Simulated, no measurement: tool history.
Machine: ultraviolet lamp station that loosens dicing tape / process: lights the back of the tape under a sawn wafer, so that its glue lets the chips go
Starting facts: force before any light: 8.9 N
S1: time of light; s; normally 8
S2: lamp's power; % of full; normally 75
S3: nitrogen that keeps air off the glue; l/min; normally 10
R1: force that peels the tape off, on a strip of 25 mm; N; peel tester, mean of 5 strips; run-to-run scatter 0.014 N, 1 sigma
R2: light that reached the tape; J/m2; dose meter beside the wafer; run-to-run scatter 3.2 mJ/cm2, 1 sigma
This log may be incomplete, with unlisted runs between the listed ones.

run	hour	S1	S2	S3	R1	R2
1	0.0	8	75	10	0.693	5130
2	15.3	8	75	10	0.683	5130
3	36.8	8	75	10	0.670	5150
4	55.4	8	75	10	0.683	5110
5	73.4	8	75	4	1.526	5100
6	94.7	8	75	4	1.509	5070
7	104.4	8	75	4	1.473	5130
8	127.1	8	75	4	1.479	5100
9	136.5	8	75	10	0.683	5100
10	147.1	8	75	7	0.940	5130
11	167.6	8	75	7	0.914	5110
12	177.3	8	75	10	0.690	5090
13	199.6	8	75	10	0.689	5100
14	218.7	8	75	10	0.687	5140
15	238.0	8	75	10	0.678	5110
16	255.6	8	75	10	0.679	5100
17	272.0	8	75	10	0.699	5110
18	284.0	8	75	20	0.377	5070
19	296.0	4	75	10	2.421	2530
20	306.6	4	75	10	2.348	2510
21	325.7	4	75	10	2.302	2590
22	338.0	10	87	9	0.339	7430
23	349.8	5	91	10	1.202	3840
24	368.9	5	91	10	1.204	3870
25	388.5	15	81	10	0.166	10280
26	402.3	6	63	19	1.126	3230
27	420.7	4	73	14	2.096	2500
28	430.7	5	75	5	2.495	3200
29	443.3	8	60	5	1.815	4060
30	463.6	7	78	6	1.361	4710
31	481.7	7	64	8	1.471	3810
32	501.8	5	68	10	1.937	2900
33	523.6	8	62	10	1.021	4240
34	542.7	8	62	10	1.008	4210
35	557.1	8	83	11	0.497	5670
36	575.7	8	83	11	0.481	5650
37	585.4	8	83	11	0.510	5620
38	599.6	7	95	7	0.735	5660
39	621.2	7	95	7	0.749	5640
40	639.6	5	62	16	1.634	2650
41	652.7	12	62	5	0.845	6330

The log once held 1 entry between its listed runs, left out of this copy. Where does each go, and what is different about the tool's unlogged condition between the listed run before it and the listed run after it?
Run 33 -> run 34: window cleaned of glue's vapour (hour 533.9)
  light that the window lets through, % of a clean one's: 99.9 -> 100
